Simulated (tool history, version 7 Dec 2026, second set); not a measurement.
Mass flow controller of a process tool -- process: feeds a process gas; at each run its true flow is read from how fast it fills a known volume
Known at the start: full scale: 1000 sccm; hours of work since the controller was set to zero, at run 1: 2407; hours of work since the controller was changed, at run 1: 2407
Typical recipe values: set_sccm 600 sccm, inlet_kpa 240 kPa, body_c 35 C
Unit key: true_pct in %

| run | hour | set_sccm | inlet_kpa | body_c | hours of work since the controller was set to zero | hours of work since the controller was changed | true_pct |
|---|---|---|---|---|---|---|---|
| 1 | 0 | 600 | 240 | 35 | 2407 | 2407 | 99.63 |
| 2 | 132.5 | 600 | 240 | 35 | 2503 | 2503 | 99.45 |
| 3 | 311.2 | 600 | 240 | 35 | 2632 | 2632 | 99.68 |
| 4 | 481.2 | 600 | 240 | 35 | 2754 | 2754 | 99.44 |
| 5 | 696 | 600 | 240 | 35 | 2909 | 2909 | 99.45 |
| 6 | 788.2 | 691 | 240 | 35 | 2975 | 2975 | 99.67 |
| 7 | 999.5 | 691 | 240 | 35 | 3128 | 3128 | 99.74 |
| 8 | 1125.1 | 450 | 240 | 35 | 3218 | 3218 | 99.32 |
| 9 | 1233.6 | 600 | 240 | 35 | 3296 | 3296 | 99.42 |
| 10 | 1360.9 | 600 | 240 | 35 | 3388 | 3388 | 99.6 |
| 11 | 1455.3 | 584 | 240 | 35 | 3456 | 3456 | 99.62 |
| 12 | 1649.5 | 600 | 240 | 35 | 3596 | 3596 | 99.5 |
| 13 | 1834.8 | 600 | 240 | 35 | 3730 | 3730 | 99.61 |
| 14 | 1984.4 | 600 | 240 | 35 | 3837 | 3837 | 99.5 |
| 15 | 2082.4 | 668 | 177 | 35 | 3908 | 3908 | 100.11 |
| 16 | 2225.5 | 600 | 165 | 37 | 4011 | 4011 | 100.13 |
| 17 | 2333.6 | 292 | 240 | 35 | 4089 | 4089 | 99.04 |
| 18 | 2437.6 | 292 | 240 | 35 | 4164 | 4164 | 99.17 |
| 19 | 2622.2 | 238 | 147 | 20 | 4297 | 4297 | 99.09 |
| 20 | 2728.3 | 195 | 240 | 21 | 4373 | 4373 | 98.55 |
| 21 | 2921.4 | 600 | 189 | 33 | 4513 | 4513 | 99.73 |
| 22 | 3135.8 | 626 | 255 | 32 | 4667 | 4667 | 99.42 |
| 23 | 3275.8 | 703 | 189 | 22 | 4768 | 4768 | 99.51 |
| 24 | 3408.4 | 103 | 189 | 22 | 4864 | 4864 | 98.57 |
| 25 | 3589.6 | 246 | 199 | 25 | 4994 | 4994 | 99.03 |
| 26 | 3685.8 | 367 | 199 | 22 | 5063 | 5063 | 98.94 |
| 27 | 3820.8 | 600 | 210 | 24 | 5161 | 5161 | 99.42 |
| 28 | 3940.5 | 600 | 210 | 24 | 5247 | 5247 | 99.41 |

Below are 3 alternative next runs, each starting from the tool's condition after run 28. Predict each:
| A | 4110.4 | 709 | 228 | 24 | 5369 | 5369 | ? |
| B | 4110.4 | 213 | 228 | 24 | 5369 | 5369 | ? |
| C | 4110.4 | 411 | 240 | 22 | 5369 | 5369 | ? |

| run | true_pct |
|---|---|
| A | 99.51 |
| B | 98.61 |
| C | 98.91 |
Without the tool's unlogged condition, the same runs would have read:
| run | true_pct |
|---|---|
| A | 99.5 |
| B | 98.62 |
| C | 98.9 |
